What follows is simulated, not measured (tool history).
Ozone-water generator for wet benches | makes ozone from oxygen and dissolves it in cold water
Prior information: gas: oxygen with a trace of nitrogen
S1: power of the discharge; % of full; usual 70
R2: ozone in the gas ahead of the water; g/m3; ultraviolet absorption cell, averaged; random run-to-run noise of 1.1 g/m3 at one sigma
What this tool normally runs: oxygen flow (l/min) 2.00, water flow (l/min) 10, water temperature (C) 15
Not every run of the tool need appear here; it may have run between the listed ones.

{"run": 1, "hour": 0.0, "S1": 70, "oxygen flow (l/min)": 2.0, "water flow (l/min)": 10, "water temperature (C)": 15, "dissolved ozone (ppm)": 18.5, "R2": 208.1}
{"run": 2, "hour": 17.7, "S1": 70, "oxygen flow (l/min)": 2.0, "water flow (l/min)": 10, "water temperature (C)": 15, "dissolved ozone (ppm)": 18.3, "R2": 206.5}
{"run": 3, "hour": 34.2, "S1": 70, "oxygen flow (l/min)": 2.0, "water flow (l/min)": 10, "water temperature (C)": 15, "dissolved ozone (ppm)": 18.3, "R2": 207.8}
{"run": 4, "hour": 51.1, "S1": 70, "oxygen flow (l/min)": 2.0, "water flow (l/min)": 10, "water temperature (C)": 15, "dissolved ozone (ppm)": 18.3, "R2": 207.5}
{"run": 5, "hour": 79.7, "S1": 70, "oxygen flow (l/min)": 2.0, "water flow (l/min)": 10, "water temperature (C)": 15, "dissolved ozone (ppm)": 18.2, "R2": 208.7}
{"run": 6, "hour": 93.6, "S1": 70, "oxygen flow (l/min)": 2.0, "water flow (l/min)": 10, "water temperature (C)": 15, "dissolved ozone (ppm)": 18.6, "R2": 204.9}
{"run": 7, "hour": 123.7, "S1": 70, "oxygen flow (l/min)": 2.0, "water flow (l/min)": 11, "water temperature (C)": 8, "dissolved ozone (ppm)": 17.9, "R2": 207.1}
{"run": 8, "hour": 153.7, "S1": 50, "oxygen flow (l/min)": 1.12, "water flow (l/min)": 15, "water temperature (C)": 9, "dissolved ozone (ppm)": 8.0, "R2": 216.9}
{"run": 9, "hour": 181.6, "S1": 50, "oxygen flow (l/min)": 2.5, "water flow (l/min)": 7, "water temperature (C)": 9, "dissolved ozone (ppm)": 21.0, "R2": 137.8}

What does the tool deliver on the next run?
{"run": 10, "hour": 208.3, "S1": 50, "oxygen flow (l/min)": 2.5, "water flow (l/min)": 7, "water temperature (C)": 9, "dissolved ozone (ppm)": "?", "R2": "?"}

{"run 10": {"dissolved ozone (ppm)": 21.0, "R2": 137.8}}
Had the tool carried no hidden state, the very same run would have given dissolved ozone (ppm) 21.0, R2 137.8 g/m3.
